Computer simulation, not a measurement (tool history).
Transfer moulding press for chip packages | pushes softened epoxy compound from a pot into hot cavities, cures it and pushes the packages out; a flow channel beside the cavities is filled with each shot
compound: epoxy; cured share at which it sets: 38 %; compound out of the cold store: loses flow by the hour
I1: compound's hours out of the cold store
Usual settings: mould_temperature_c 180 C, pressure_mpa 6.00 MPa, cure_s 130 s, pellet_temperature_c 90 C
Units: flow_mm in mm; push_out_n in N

run 1 hour=0.0 | mould_temperature_c=180 pressure_mpa=6.00 cure_s=130 pellet_temperature_c=90 | I1=42.7 | flow_mm=778 push_out_n=780
-- hour=3.4 cavities cleaned with cleaning compound and waxed
run 2 hour=22.6 | mould_temperature_c=180 pressure_mpa=6.00 cure_s=130 pellet_temperature_c=90 | I1=22.4 | flow_mm=815 push_out_n=624
run 3 hour=50.0 | mould_temperature_c=180 pressure_mpa=6.00 cure_s=130 pellet_temperature_c=90 | I1=11.9 | flow_mm=841 push_out_n=685
-- hour=66.4 mould's thermocouples calibrated
run 4 hour=67.0 | mould_temperature_c=173 pressure_mpa=6.00 cure_s=130 pellet_temperature_c=90 | I1=42.9 | flow_mm=793 push_out_n=1036
run 5 hour=96.6 | mould_temperature_c=180 pressure_mpa=6.00 cure_s=130 pellet_temperature_c=90 | I1=17.6 | flow_mm=819 push_out_n=759
-- hour=124.8 cavities cleaned with cleaning compound and waxed
run 6 hour=126.9 | mould_temperature_c=180 pressure_mpa=6.00 cure_s=130 pellet_temperature_c=90 | I1=12.3 | flow_mm=829 push_out_n=534
-- hour=141.7 mould's thermocouples calibrated, once more
run 7 hour=143.8 | mould_temperature_c=183 pressure_mpa=6.00 cure_s=130 pellet_temperature_c=90 | I1=29.8 | flow_mm=790 push_out_n=547
run 8 hour=169.7 | mould_temperature_c=183 pressure_mpa=6.00 cure_s=130 pellet_temperature_c=90 | I1=31.9 | flow_mm=781 push_out_n=634
run 9 hour=197.0 | mould_temperature_c=183 pressure_mpa=6.00 cure_s=130 pellet_temperature_c=90 | I1=20.6 | flow_mm=805 push_out_n=679
run 10 hour=214.2 | mould_temperature_c=176 pressure_mpa=6.00 cure_s=130 pellet_temperature_c=90 | I1=15.4 | flow_mm=834 push_out_n=1043
-- hour=245.2 cavities cleaned with cleaning compound and waxed
run 11 hour=245.2 | mould_temperature_c=176 pressure_mpa=6.00 cure_s=130 pellet_temperature_c=90 | I1=8.4 | flow_mm=846 push_out_n=720
run 12 hour=262.8 | mould_temperature_c=176 pressure_mpa=6.00 cure_s=130 pellet_temperature_c=90 | I1=25.7 | flow_mm=812 push_out_n=791
-- hour=266.8 plunger's sealing rings changed
run 13 hour=287.6 | mould_temperature_c=176 pressure_mpa=6.00 cure_s=111 pellet_temperature_c=90 | I1=27.7 | flow_mm=839 push_out_n=1199
run 14 hour=305.0 | mould_temperature_c=180 pressure_mpa=6.00 cure_s=130 pellet_temperature_c=90 | I1=32.5 | flow_mm=816 push_out_n=720
run 15 hour=327.9 | mould_temperature_c=180 pressure_mpa=6.00 cure_s=130 pellet_temperature_c=90 | I1=8.9 | flow_mm=861 push_out_n=776
run 16 hour=344.1 | mould_temperature_c=179 pressure_mpa=6.00 cure_s=150 pellet_temperature_c=90 | I1=36.1 | flow_mm=809 push_out_n=711
-- hour=367.4 cavities cleaned with cleaning compound and waxed
run 17 hour=367.4 | mould_temperature_c=179 pressure_mpa=6.00 cure_s=150 pellet_temperature_c=90 | I1=38.3 | flow_mm=803 push_out_n=479
run 18 hour=391.3 | mould_temperature_c=179 pressure_mpa=6.00 cure_s=119 pellet_temperature_c=87 | I1=43.7 | flow_mm=795 push_out_n=766
run 19 hour=416.1 | mould_temperature_c=179 pressure_mpa=6.00 cure_s=115 pellet_temperature_c=83 | I1=19.6 | flow_mm=841 push_out_n=958
run 20 hour=430.1 | mould_temperature_c=184 pressure_mpa=6.00 cure_s=143 pellet_temperature_c=98 | I1=31.3 | flow_mm=803 push_out_n=607
run 21 hour=454.9 | mould_temperature_c=173 pressure_mpa=6.00 cure_s=149 pellet_temperature_c=90 | I1=13.1 | flow_mm=871 push_out_n=938
run 22 hour=482.5 | mould_temperature_c=184 pressure_mpa=5.93 cure_s=149 pellet_temperature_c=90 | I1=45.4 | flow_mm=767 push_out_n=680
-- hour=485.8 cavities cleaned with cleaning compound and waxed
run 23 hour=503.0 | mould_temperature_c=178 pressure_mpa=6.00 cure_s=114 pellet_temperature_c=98 | I1=23.5 | flow_mm=829 push_out_n=842
run 24 hour=520.7 | mould_temperature_c=182 pressure_mpa=6.00 cure_s=130 pellet_temperature_c=95 | I1=17.7 | flow_mm=831 push_out_n=629
run 25 hour=534.5 | mould_temperature_c=180 pressure_mpa=6.00 cure_s=119 pellet_temperature_c=96 | I1=33.7 | flow_mm=803 push_out_n=756
run 26 hour=559.9 | mould_temperature_c=176 pressure_mpa=6.00 cure_s=159 pellet_temperature_c=96 | I1=21.0 | flow_mm=835 push_out_n=707
run 27 hour=572.2 | mould_temperature_c=181 pressure_mpa=5.82 cure_s=113 pellet_temperature_c=89 | I1=31.4 | flow_mm=791 push_out_n=909

Forecast each of these 4 alternatives for the next run:
run A hour=597.6 | mould_temperature_c=181 pressure_mpa=6.65 cure_s=113 pellet_temperature_c=89 | I1=24.5 | flow_mm=? push_out_n=?
run B hour=597.6 | mould_temperature_c=181 pressure_mpa=5.82 cure_s=167 pellet_temperature_c=91 | I1=15.5 | flow_mm=? push_out_n=?
run C hour=597.6 | mould_temperature_c=180 pressure_mpa=6.00 cure_s=130 pellet_temperature_c=89 | I1=43.0 | flow_mm=? push_out_n=?
run D hour=597.6 | mould_temperature_c=186 pressure_mpa=6.00 cure_s=140 pellet_temperature_c=90 | I1=31.1 | flow_mm=? push_out_n=?

run=A flow_mm=855 push_out_n=974
run=B flow_mm=816 push_out_n=702
run=C flow_mm=784 push_out_n=781
run=D flow_mm=787 push_out_n=684
Without the tool's hidden state the same runs would have given:
run=A flow_mm=876 push_out_n=642
run=B flow_mm=836 push_out_n=455
run=C flow_mm=803 push_out_n=509
run=D flow_mm=806 push_out_n=442
